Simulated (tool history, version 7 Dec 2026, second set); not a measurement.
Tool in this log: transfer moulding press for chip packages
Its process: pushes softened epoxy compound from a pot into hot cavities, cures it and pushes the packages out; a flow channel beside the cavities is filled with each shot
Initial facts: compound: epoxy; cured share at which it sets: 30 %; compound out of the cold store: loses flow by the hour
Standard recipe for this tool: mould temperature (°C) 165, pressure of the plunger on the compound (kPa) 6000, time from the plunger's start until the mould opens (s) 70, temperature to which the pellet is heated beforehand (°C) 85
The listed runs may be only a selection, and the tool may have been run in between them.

run	hour	mould temperature (°C)	pressure of the plunger on the compound (kPa)	time from the plunger's start until the mould opens (s)	temperature to which the pellet is heated beforehand (°C)	incoming compound's hours out of the cold store	length that the compound runs in the flow channel (mm)	greatest force on the pins that push the packages out (N)
1	0	165	6000	70	85	9.9	819	510
2	20.3	165	6000	70	85	40.2	694	566
3	37.4	165	6000	70	85	29.7	733	635
# hour 65.9: cavities cleaned with cleaning compound and waxed
4	66.6	165	6000	70	85	23.1	756	412
5	88	165	6000	70	85	24.6	747	527
6	106.2	165	6000	70	85	40.8	689	585
7	131.2	165	6000	70	85	24.1	742	699
# hour 140.6: cavities cleaned with cleaning compound and waxed
8	148.4	165	6000	70	85	12.8	793	492
9	172.6	165	6000	70	85	44.8	661	551
10	199.9	165	6000	70	85	34.7	696	653
# hour 215.8: cavities cleaned with cleaning compound and waxed
11	225.6	165	6000	70	85	45.7	651	457
12	252.7	165	6000	70	86	30.7	699	608
13	273.7	165	6000	70	86	17.5	758	699
# hour 290.9: cavities cleaned with cleaning compound and waxed
14	298.1	165	6000	70	86	30.2	696	464
15	314.9	165	6000	52	85	32.2	689	1070
# hour 319.4: mould's thermocouples calibrated
16	336.8	161	6000	70	81	30.5	707	857
17	354.1	161	6000	70	86	9.3	794	1003
# hour 369.8: cavities cleaned with cleaning compound and waxed
18	375.7	171	5090	81	85	19	662	323
# hour 383.7: mould's thermocouples calibrated, once more
19	394	171	5090	81	85	25.7	635	394
20	407.3	171	4760	81	85	20.7	623	442
21	419.9	158	6000	70	90	23.6	734	978
# hour 446.8: cavities cleaned with cleaning compound and waxed
22	452	158	6000	70	90	21.5	733	690
23	465	166	6720	54	90	47.5	648	739
24	482.6	161	7390	54	79	46.6	694	1229
25	497.4	165	4740	103	85	38.8	570	471
26	512.8	165	4740	103	85	47.8	546	497
# hour 521.9: cavities cleaned with cleaning compound and waxed
27	541.2	165	4780	103	85	35.1	579	399
28	553.7	165	6000	70	87	37.1	637	575
29	568.7	159	7090	70	85	17.7	791	976

3 ways to go on from here, each from the tool as it stands after run 29. What would each give?
# hour 596.8: cavities cleaned with cleaning compound and waxed
A	597.4	162	7090	102	92	41.4	?	?
# hour 596.8: cavities cleaned with cleaning compound and waxed
B	597.4	157	5020	70	85	24.2	?	?
# hour 596.8: cavities cleaned with cleaning compound and waxed
C	597.4	166	5530	70	85	8.3	?	?

run	length that the compound runs in the flow channel (mm)	greatest force on the pins that push the packages out (N)
A	681	304
B	637	704
C	713	393
The same runs, with their run-to-run variation unchanged, on a tool lacking any hidden condition would have given:
run	length that the compound runs in the flow channel (mm)	greatest force on the pins that push the packages out (N)
A	766	294
B	717	675
C	803	377
